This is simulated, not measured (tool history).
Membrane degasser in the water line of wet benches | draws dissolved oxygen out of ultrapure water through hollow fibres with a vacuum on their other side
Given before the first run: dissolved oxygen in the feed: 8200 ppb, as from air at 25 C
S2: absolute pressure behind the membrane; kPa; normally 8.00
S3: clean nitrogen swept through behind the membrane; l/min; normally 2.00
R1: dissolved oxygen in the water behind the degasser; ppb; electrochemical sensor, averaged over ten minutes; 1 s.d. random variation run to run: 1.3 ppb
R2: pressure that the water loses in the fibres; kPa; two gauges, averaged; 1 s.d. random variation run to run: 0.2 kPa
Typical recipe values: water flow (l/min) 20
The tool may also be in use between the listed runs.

Run 1, hour 0.0: usual settings. Result: R1 138.6 ppb, R2 43.56 kPa.
Run 2, hour 60.5: usual settings. Result: R1 136.3 ppb, R2 43.34 kPa.
Run 3, hour 93.5: usual settings. Result: R1 136.5 ppb, R2 43.30 kPa.
Run 4, hour 144.7: usual settings. Result: R1 138.1 ppb, R2 43.08 kPa.
Run 5, hour 202.8: usual settings. Result: R1 141.1 ppb, R2 43.29 kPa.
Run 6, hour 237.7: usual settings. Result: R1 139.8 ppb, R2 43.48 kPa.
Run 7, hour 297.7: usual settings. Result: R1 137.1 ppb, R2 43.22 kPa.
Run 8, hour 329.2: usual settings. Result: R1 138.1 ppb, R2 43.14 kPa.
Run 9, hour 375.0: usual settings. Result: R1 138.8 ppb, R2 43.48 kPa.
Run 10, hour 411.1: usual settings. Result: R1 136.2 ppb, R2 43.06 kPa.
Run 11, hour 439.8: usual settings but S2 5.25 kPa. Result: R1 75.5 ppb, R2 43.18 kPa.
Run 12, hour 489.6: usual settings but water flow (l/min) 25. Result: R1 185.3 ppb, R2 54.62 kPa.
Run 13, hour 545.2: usual settings but water flow (l/min) 25. Result: R1 182.0 ppb, R2 54.41 kPa.
Run 14, hour 606.3: usual settings but S3 1.22 l/min. Result: R1 206.1 ppb, R2 43.17 kPa.
Run 15, hour 633.2: usual settings but water flow (l/min) 17, S3 4.40 l/min. Result: R1 60.3 ppb, R2 36.67 kPa.
Run 16, hour 685.1: usual settings but water flow (l/min) 17, S3 4.40 l/min. Result: R1 60.6 ppb, R2 36.77 kPa.
Run 17, hour 730.3: usual settings but water flow (l/min) 19, S2 7.51 kPa. Result: R1 118.6 ppb, R2 41.35 kPa.
Run 18, hour 791.8: usual settings but water flow (l/min) 24, S2 7.51 kPa. Result: R1 163.9 ppb, R2 51.90 kPa.
Run 19, hour 845.9: usual settings but water flow (l/min) 24, S2 7.51 kPa. Result: R1 168.5 ppb, R2 52.02 kPa.
Run 20, hour 908.2: usual settings but water flow (l/min) 24, S2 7.51 kPa. Result: R1 167.0 ppb, R2 51.83 kPa.
Run 21, hour 949.1: usual settings but water flow (l/min) 24, S2 7.51 kPa. Result: R1 165.2 ppb, R2 52.27 kPa.
Run 22, hour 1010.1: usual settings but water flow (l/min) 24, S2 7.51 kPa. Result: R1 162.7 ppb, R2 52.32 kPa.
Run 23, hour 1054.5: usual settings but water flow (l/min) 24, S2 7.51 kPa. Result: R1 163.4 ppb, R2 52.34 kPa.
Run 24, hour 1102.7: usual settings but water flow (l/min) 14, S2 13.44 kPa. Result: R1 185.3 ppb, R2 30.44 kPa.
Run 25, hour 1148.1: usual settings but water flow (l/min) 27, S2 13.44 kPa, S3 1.65 l/min. Result: R1 428.2 ppb, R2 58.38 kPa.
Run 26, hour 1189.6: usual settings but water flow (l/min) 27, S2 13.44 kPa, S3 1.29 l/min. Result: R1 495.2 ppb, R2 58.88 kPa.
Run 27, hour 1245.5: usual settings but water flow (l/min) 19, S2 11.30 kPa, S3 4.73 l/min. Result: R1 100.9 ppb, R2 41.76 kPa.
Run 28, hour 1300.9: usual settings but water flow (l/min) 17, S2 8.64 kPa, S3 4.42 l/min. Result: R1 67.1 ppb, R2 37.03 kPa.

Predict each of these 5 candidate next runs independently; none follows another, all start after run 28:
Run A, hour 1362.3: usual settings but S2 19.47 kPa, S3 3.90 l/min. Result: R1 ?, R2 ?.
Run B, hour 1362.3: usual settings but water flow (l/min) 17, S2 6.70 kPa, S3 4.42 l/min. Result: R1 ?, R2 ?.
Run C, hour 1362.3: usual settings but S2 16.62 kPa, S3 2.10 l/min. Result: R1 ?, R2 ?.
Run D, hour 1362.3: usual settings but water flow (l/min) 29, S2 6.80 kPa, S3 3.16 l/min. Result: R1 ?, R2 ?.
Run E, hour 1362.3: usual settings but water flow (l/min) 17, S2 8.64 kPa, S3 5.34 l/min. Result: R1 ?, R2 ?.

run     R1     R2
  A  228.0  43.87
  B   47.6  36.93
  C  322.3  43.72
  D  149.3  63.40
  E   56.9  37.18
Without the tool's hidden state the same runs would have given:
run     R1     R2
  A  217.1  42.66
  B   41.4  35.89
  C  307.2  42.50
  D  132.0  61.63
  E   51.0  36.15
